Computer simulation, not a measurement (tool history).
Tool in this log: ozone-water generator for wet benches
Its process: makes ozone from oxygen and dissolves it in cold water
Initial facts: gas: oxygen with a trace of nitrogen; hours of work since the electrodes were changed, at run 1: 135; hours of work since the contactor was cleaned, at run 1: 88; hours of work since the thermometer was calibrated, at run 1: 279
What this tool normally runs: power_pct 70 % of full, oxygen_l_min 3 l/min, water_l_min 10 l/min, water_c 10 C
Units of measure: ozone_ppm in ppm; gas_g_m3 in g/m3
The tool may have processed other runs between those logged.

run,hour,power_pct,oxygen_l_min,water_l_min,water_c,hours of work since the electrodes were changed,hours of work since the contactor was cleaned,hours of work since the thermometer was calibrated,ozone_ppm,gas_g_m3
1,0,70,3,10,10,135,88,279,31.8,275.2
2,13.4,46,3,10,10,145,97,288,21.6,189.7
3,28.3,70,3,10,10,155,108,299,31.7,276.3
4,44.5,70,3,10,10,167,119,310,31.6,278.3
5,70.2,70,3,10,10,184,137,328,31.5,274.9
6,88.4,70,3,10,10,197,150,341,31.7,277.6
7,102.8,52,3,10,10,207,160,351,24.2,211.7
8,119.9,52,3,10,10,219,172,363,24,213
9,140,52,3,10,10,233,186,377,24.4,209.6
10,153.5,70,3,10,10,243,195,386,31.8,272.7
11,182.6,70,3,10,10,263,216,407,31.8,276
12,209.2,70,3,10,10,282,234,425,31.6,277.3
# hour 211.3: water thermometer calibrated
13,234.9,70,3,10,10,299,252,16,31.6,274.5
14,264,70,3,14,10,319,272,37,22.4,275.2
15,287.1,70,2.53,14,10,336,288,53,22.2,303.1
16,300.9,70,3,10,10,345,298,63,31.8,276.4
17,318.4,70,3,10,10,357,310,75,31.8,273.4
18,347.6,70,3,10,10,378,331,95,31.5,274.6
19,376.8,70,3.27,10,10,398,351,116,31.1,261.7
20,390.4,63,3,10,10,408,360,125,28.8,249
# hour 394.2: water thermometer calibrated, once more
21,411.5,70,3.05,6,10,422,375,12,48.4,272.2
22,432.8,78,3,9,8,437,390,27,39.4,302.5
23,449.8,78,3,9,8,449,402,39,38.9,303.2
24,467.6,84,3,6,8,461,414,51,59.7,321.8
25,484.1,54,3,10,13,473,426,63,23.7,217.5
26,496.9,54,2.16,7,10,482,434,72,35.2,263.5
27,512.7,99,1.94,15,8,493,446,83,27.7,494.9
28,526.2,59,2.54,15,8,502,455,92,17.8,261.9
29,546.7,47,1.68,16,6,517,469,107,12.9,275.8
30,576.5,64,1.68,16,6,537,490,127,16.7,362.4
31,597.9,40,2.44,7,18,552,505,142,23,189.8
32,612.8,40,3.64,9,18,563,515,153,18.2,147.4
33,628.1,70,3,15,16,573,526,163,19.1,271.7

A few steps of ozone_ppm between consecutive runs. Split each: what settings, incoming material and random variation would produce without the hidden state, and what is left over for the hidden state, along with gauge scatter present in only one of the two compared results (measured, and without hidden state):
Unlogged tool condition in this case: yield of the discharge, % of new electrodes'; contactor's efficiency, % of a clean one's; true water temperature over the reading, C; drift of the gauge itself on ozone_ppm, %; drift of the gauge itself on gas_g_m3, %.
Run 20 -> 21: power_pct 63 -> 70, oxygen_l_min 3 -> 3.05, water_l_min 10 -> 6, water thermometer calibrated, once more. ozone_ppm +19.6 ppm: hidden state -0.4, all else +20.
Run 23 -> 24: power_pct 78 -> 84, water_l_min 9 -> 6. ozone_ppm +20.8 ppm: hidden state -0.5, all else +21.3.
Run 24 -> 25: power_pct 84 -> 54, water_l_min 6 -> 10, water_c 8 -> 13. ozone_ppm -36 ppm: hidden state +0.9, all else -36.9.
